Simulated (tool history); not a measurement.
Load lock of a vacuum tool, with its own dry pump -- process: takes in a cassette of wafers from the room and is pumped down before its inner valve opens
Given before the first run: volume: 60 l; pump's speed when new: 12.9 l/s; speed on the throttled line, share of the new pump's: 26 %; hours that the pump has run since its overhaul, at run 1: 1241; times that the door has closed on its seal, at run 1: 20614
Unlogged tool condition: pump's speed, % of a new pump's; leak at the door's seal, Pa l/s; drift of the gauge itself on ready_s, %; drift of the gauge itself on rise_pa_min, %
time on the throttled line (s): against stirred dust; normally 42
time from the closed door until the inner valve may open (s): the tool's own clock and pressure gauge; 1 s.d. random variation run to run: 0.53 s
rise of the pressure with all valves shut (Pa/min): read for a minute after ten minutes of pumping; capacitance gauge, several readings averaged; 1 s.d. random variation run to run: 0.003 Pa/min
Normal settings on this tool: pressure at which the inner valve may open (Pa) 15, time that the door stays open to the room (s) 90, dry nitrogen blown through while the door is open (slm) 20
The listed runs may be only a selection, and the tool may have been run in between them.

run	hour	time on the throttled line (s)	pressure at which the inner valve may open (Pa)	time that the door stays open to the room (s)	dry nitrogen blown through while the door is open (slm)	hours that the pump has run since its overhaul	times that the door has closed on its seal	incoming humidity of the room's air, %	time from the closed door until the inner valve may open (s)	rise of the pressure with all valves shut (Pa/min)
1	0	42	15	90	20	1241	20614	44.3	74	0.289
2	60.7	42	22	90	20	1302	20857	45.5	71.9	0.298
3	158.2	42	22	90	6	1399	21249	45.1	71.7	0.324
4	252.5	42	22	90	6	1494	21627	49.7	71.6	0.333
5	351.2	42	15	90	20	1592	22023	45.5	73.1	0.327
6	456.5	42	15	90	20	1698	22446	45	73.2	0.332
7	568.6	42	15	90	20	1810	22896	46.4	74.1	0.34
8	637.3	42	15	90	20	1879	23172	46.2	73.1	0.343
9	750	42	15	90	20	1991	23624	48.1	73	0.356
10	840.5	42	15	29	20	2082	23988	44.3	72.7	0.355
11	924.7	42	15	29	20	2166	24326	45.3	72.5	0.364
12	994.4	42	15	29	20	2236	24605	46.4	73.6	0.363
13	1049	36	15	90	20	2290	24825	48.4	68.8	0.385
14	1139.8	36	15	90	20	2381	25189	45.4	70.8	0.395
15	1236.9	36	11	90	20	2478	25579	42.4	71.7	0.395
16	1362.3	36	11	90	20	2604	26083	47.1	70.2	0.426
17	1486	51	15	35	17	2727	26579	48.9	79.1	0.405
18	1562.5	51	15	35	17	2804	26886	46.3	80.8	0.422
19	1680.9	51	15	35	17	2922	27361	45.3	80.5	0.432
20	1795.6	42	20	90	19	3037	27822	46.3	73.3	0.457
21	1867.3	42	20	73	20	3109	28110	44.6	72.6	0.467
22	1987.4	78	11	28	36	3229	28592	47.6	101.5	0.457
23	2092.9	42	21	138	11	3334	29015	41.7	71.8	0.508
24	2158.8	28	17	90	12	3400	29280	46.6	62.9	0.508
25	2271.8	42	19	40	20	3513	29733	44.5	72.5	0.491
26	2364.1	50	15	48	20	3605	30104	45.1	79.2	0.504
27	2473.1	67	15	55	20	3714	30542	46.6	92.3	0.532
28	2554.2	73	23	51	30	3796	30867	44.6	93.5	0.525
29	2678.2	73	23	48	30	3920	31365	47	94.4	0.523
30	2735.8	73	13	52	30	3977	31596	41.3	99.1	0.537
31	2787.9	42	15	237	10	4029	31805	45.9	75	0.611

How would selected steps in time from the closed door until the inner valve may open (s) from run to run divide? Give the signed amount a tool lacking its hidden state would still show from settings, what came in and random variation, and the signed amount left for the hidden state, including any gauge scatter that is not in both of the compared results.
Run 21 -> 22: time on the throttled line (s) 42 -> 78, pressure at which the inner valve may open (Pa) 20 -> 11, time that the door stays open to the room (s) 73 -> 28, dry nitrogen blown through while the door is open (slm) 20 -> 36. time from the closed door until the inner valve may open (s) +28.9: hidden state -0.3, all else +29.2.
Run 22 -> 23: time on the throttled line (s) 78 -> 42, pressure at which the inner valve may open (Pa) 11 -> 21, time that the door stays open to the room (s) 28 -> 138, dry nitrogen blown through while the door is open (slm) 36 -> 11. time from the closed door until the inner valve may open (s) -29.7: hidden state +0.4, all else -30.1.
Run 30 -> 31: time on the throttled line (s) 73 -> 42, pressure at which the inner valve may open (Pa) 13 -> 15, time that the door stays open to the room (s) 52 -> 237, dry nitrogen blown through while the door is open (slm) 30 -> 10. time from the closed door until the inner valve may open (s) -24.1: hidden state +0.4, all else -24.5.
